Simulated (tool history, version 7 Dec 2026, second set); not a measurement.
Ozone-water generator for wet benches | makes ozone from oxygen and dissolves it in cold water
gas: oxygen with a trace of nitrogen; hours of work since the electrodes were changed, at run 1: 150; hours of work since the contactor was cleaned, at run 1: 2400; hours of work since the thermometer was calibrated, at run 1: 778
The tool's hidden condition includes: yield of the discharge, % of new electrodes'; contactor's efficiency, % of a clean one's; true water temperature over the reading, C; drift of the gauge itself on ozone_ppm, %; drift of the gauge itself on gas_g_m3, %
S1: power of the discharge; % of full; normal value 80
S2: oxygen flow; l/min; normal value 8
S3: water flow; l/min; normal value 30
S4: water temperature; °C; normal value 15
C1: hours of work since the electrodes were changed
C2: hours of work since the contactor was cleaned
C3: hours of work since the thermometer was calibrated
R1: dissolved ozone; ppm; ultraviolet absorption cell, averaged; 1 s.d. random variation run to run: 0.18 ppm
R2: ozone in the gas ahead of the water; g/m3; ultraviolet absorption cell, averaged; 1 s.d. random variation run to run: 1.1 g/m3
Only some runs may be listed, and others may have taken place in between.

run	day	S1	S2	S3	S4	C1	C2	C3	R1	R2
1	0	80	8	30	15	150	2400	778	24.6	192.2
2	2.975	80	8	30	15	210	2460	838	24.6	195.2
3	7.279	80	8	30	15	297	2546	924	24.3	191.4
4	12.108	80	8	30	15	394	2643	1021	24.9	192.6
5	16.175	80	8	30	15	476	2725	1103	24.7	193.1
6	19.975	80	8	30	15	552	2802	1180	24.8	193.3
7	23.817	58	8	30	15	629	2879	1257	19	148.6
8	26.962	58	8	30	15	693	2942	1320	18.9	147
9	32.238	58	10.09	30	15	799	3048	1426	19.8	136.6
10	37.433	58	10.09	30	15	903	3153	1531	19.6	134.9
11	41	58	10.09	30	15	975	3224	1602	19.5	135.6
12	46.558	80	8	30	23	1087	3336	1714	21.9	189.9
13	49.621	80	8	30	16	1148	3398	1776	24.1	191.6
14	53.471	80	8	30	16	1226	3475	1853	24.1	192.5
15	57.95	80	8	22	15	1316	3565	1943	30.1	190.1
16	63.188	80	8	22	15	1421	3670	2049	30	188.3
17	66.142	73	13.4	30	13	1480	3730	2108	25.5	144.7
18	70.908	44	6.48	42	15	1576	3826	2204	11	128.6
19	73.25	44	6.48	42	15	1623	3873	2251	10.9	128.1
20	76.417	44	6.48	42	15	1687	3936	2315	11	128.4
21	81.821	42	5.15	48	13	1796	4045	2423	8.8	133.4
22	85.642	42	5.15	48	13	1872	4122	2500	8.8	134.7
23	88.588	42	5.15	48	13	1932	4181	2559	8.9	134.4
24	93.646	64	8.22	30	20	2033	4283	2661	18.9	156.3
25	98.483	64	8.22	30	20	2131	4380	2758	19.1	156.2
26	101.617	45	8.27	30	8	2194	4443	2821	17.1	117.2
27	105.658	73	8.27	30	23	2275	4524	2902	20.5	173.1
28	109.042	73	10.85	30	23	2343	4592	2970	20.5	156.2
29	111.283	73	10.85	30	23	2388	4637	3016	20.7	156.4
# day 112.467: water thermometer calibrated
30	116.15	80	8.15	30	15	2485	4735	74	24.5	187

Run 31 comes next. What will it give?
31	119.35	80	8.15	30	15	2550	4799	138	?	?

Run 31 gave R1 24.7 ppm, R2 184.7 g/m3.
Minus the tool's unlogged condition, the same run would have read R1 24.8 ppm, R2 189.4 g/m3.

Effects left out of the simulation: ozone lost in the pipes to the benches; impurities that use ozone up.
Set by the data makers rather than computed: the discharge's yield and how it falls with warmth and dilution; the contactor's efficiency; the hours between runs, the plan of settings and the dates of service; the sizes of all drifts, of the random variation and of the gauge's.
